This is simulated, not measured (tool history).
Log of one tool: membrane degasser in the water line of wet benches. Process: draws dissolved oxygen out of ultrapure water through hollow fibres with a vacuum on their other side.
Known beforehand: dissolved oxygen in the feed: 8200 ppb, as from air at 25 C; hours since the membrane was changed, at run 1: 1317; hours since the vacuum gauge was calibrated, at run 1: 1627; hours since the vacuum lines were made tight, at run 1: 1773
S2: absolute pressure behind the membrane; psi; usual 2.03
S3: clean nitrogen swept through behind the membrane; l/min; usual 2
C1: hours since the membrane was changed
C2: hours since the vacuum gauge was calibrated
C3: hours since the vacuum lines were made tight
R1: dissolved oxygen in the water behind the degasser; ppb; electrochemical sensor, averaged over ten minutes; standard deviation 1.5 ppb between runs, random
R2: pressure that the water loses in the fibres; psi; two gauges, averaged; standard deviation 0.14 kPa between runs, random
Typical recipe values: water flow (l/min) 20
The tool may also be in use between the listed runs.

Run 1, hour 0: usual settings; C1 1317; C2 1627; C3 1773. Result: R1 273.5 ppb, R2 5.137 psi.
Run 2, hour 127.2: usual settings; C1 1444; C2 1754; C3 1900. Result: R1 274.5 ppb, R2 5.088 psi.
Run 3, hour 199.3: usual settings; C1 1516; C2 1826; C3 1972. Result: R1 275 ppb, R2 5.102 psi.
Run 4, hour 326.1: usual settings but water flow (l/min) 16; C1 1643; C2 1953; C3 2099. Result: R1 214.7 ppb, R2 4.118 psi.
Run 5, hour 414.6: usual settings; C1 1732; C2 2041; C3 2188. Result: R1 274.4 ppb, R2 5.111 psi.
Run 6, hour 554.4: usual settings; C1 1872; C2 2181; C3 2328. Result: R1 276 ppb, R2 5.114 psi.
Run 7, hour 661.8: usual settings but S2 2.78 psi; C1 1979; C2 2288; C3 2435. Result: R1 389 ppb, R2 5.071 psi.
Run 8, hour 812.6: usual settings; C1 2130; C2 2439; C3 2586. Result: R1 274.9 ppb, R2 5.127 psi.
Run 9, hour 932.8: usual settings; C1 2250; C2 2559; C3 2706. Result: R1 275.3 ppb, R2 5.15 psi.
Run 10, hour 1060: usual settings; C1 2377; C2 2687; C3 2833. Result: R1 274.7 ppb, R2 5.129 psi.
Run 11, hour 1142.6: usual settings; C1 2460; C2 2769; C3 2916. Result: R1 277.5 ppb, R2 5.11 psi.
Run 12, hour 1257.1: usual settings; C1 2574; C2 2884; C3 3030. Result: R1 276 ppb, R2 5.079 psi.
Run 13, hour 1344.3: usual settings; C1 2661; C2 2971; C3 3117. Result: R1 277.9 ppb, R2 5.123 psi.
Run 14, hour 1462.8: usual settings; C1 2780; C2 3089; C3 3236. Result: R1 281.1 ppb, R2 5.158 psi.
Run 15, hour 1560.4: usual settings; C1 2878; C2 3187; C3 3334. Result: R1 278.9 ppb, R2 5.142 psi.
Run 16, hour 1702.6: usual settings; C1 3020; C2 3329; C3 3476. Result: R1 279.2 ppb, R2 5.16 psi.
Run 17, hour 1818.2: usual settings but water flow (l/min) 17, S2 1.29 psi; C1 3135; C2 3445; C3 3591. Result: R1 132.8 ppb, R2 4.347 psi.
Run 18, hour 1975.8: usual settings but water flow (l/min) 14; C1 3293; C2 3602; C3 3749. Result: R1 190.8 ppb, R2 3.632 psi.
Run 19, hour 2059.6: usual settings but S3 2.13 l/min; C1 3377; C2 3686; C3 3833. Result: R1 264.9 ppb, R2 5.142 psi.
Run 20, hour 2156.5: usual settings but S3 2.13 l/min; C1 3474; C2 3783; C3 3930. Result: R1 263.5 ppb, R2 5.168 psi.
Run 21, hour 2269.9: usual settings but water flow (l/min) 30, S3 1.04 l/min; C1 3587; C2 3896; C3 4043. Result: R1 710.8 ppb, R2 7.704 psi.
Run 22, hour 2391.9: usual settings but water flow (l/min) 30, S3 1.04 l/min; C1 3709; C2 4018; C3 4165. Result: R1 711.4 ppb, R2 7.712 psi.
Run 23, hour 2553: usual settings but water flow (l/min) 30, S3 1.04 l/min; C1 3870; C2 4180; C3 4326. Result: R1 707.5 ppb, R2 7.76 psi.
Run 24, hour 2628.9: usual settings but water flow (l/min) 30, S3 1.04 l/min; C1 3946; C2 4256; C3 4402. Result: R1 717.4 ppb, R2 7.77 psi.
Run 25, hour 2737.3: usual settings but S2 1.29 psi; C1 4054; C2 4364; C3 4510. Result: R1 164.3 ppb, R2 5.142 psi.
Run 26, hour 2844.9: usual settings but water flow (l/min) 22, S2 1.36 psi, S3 1.21 l/min; C1 4162; C2 4471; C3 4618. Result: R1 293.5 ppb, R2 5.712 psi.
At hour 2949.7: seals of the vacuum lines changed.
Run 27, hour 3006.9: usual settings but water flow (l/min) 21, S2 2.45 psi, S3 1.05 l/min; C1 4322; C2 4631; C3 57. Result: R1 607.5 ppb, R2 5.427 psi.
Run 28, hour 3083.1: usual settings but water flow (l/min) 21, S2 1.29 psi, S3 1.38 l/min; C1 4398; C2 4708; C3 133. Result: R1 230.6 ppb, R2 5.459 psi.
Run 29, hour 3221.6: usual settings but water flow (l/min) 22, S2 1.26 psi, S3 1.38 l/min; C1 4537; C2 4846; C3 272. Result: R1 238.7 ppb, R2 5.67 psi.
Run 30, hour 3356.9: usual settings but water flow (l/min) 22, S2 1.26 psi, S3 1.38 l/min; C1 4672; C2 4981; C3 407. Result: R1 238.4 ppb, R2 5.651 psi.
Run 31, hour 3504.5: usual settings but water flow (l/min) 22, S2 1.26 psi, S3 1.38 l/min; C1 4820; C2 5129; C3 555. Result: R1 240.8 ppb, R2 5.694 psi.

Consider 4 possible next runs. They are alternatives, not a sequence: every one starts from the tool as it was left by run 31. What does each give?
Run A, hour 3634.7: usual settings but water flow (l/min) 13, S2 1.26 psi, S3 1.38 l/min; C1 4950; C2 5259; C3 685. Result: R1 ?, R2 ?.
Run B, hour 3634.7: usual settings but water flow (l/min) 26, S2 1.67 psi, S3 2.97 l/min; C1 4950; C2 5259; C3 685. Result: R1 ?, R2 ?.
Run C, hour 3634.7: usual settings but water flow (l/min) 22, S2 2.78 psi, S3 0.9 l/min; C1 4950; C2 5259; C3 685. Result: R1 ?, R2 ?.
Run D, hour 3634.7: usual settings but S2 2.23 psi, S3 3.25 l/min; C1 4950; C2 5259; C3 685. Result: R1 ?, R2 ?.

run     R1     R2
  A  132.8  3.356
  B  233.7  6.724
  C  824.4  5.659
  D    208  5.163
Stripped of hidden state, with their random variation kept, the same runs would have yielded:
run     R1     R2
  A  125.9  3.292
  B  222.8  6.598
  C  808.4  5.553
  D  201.1  5.066
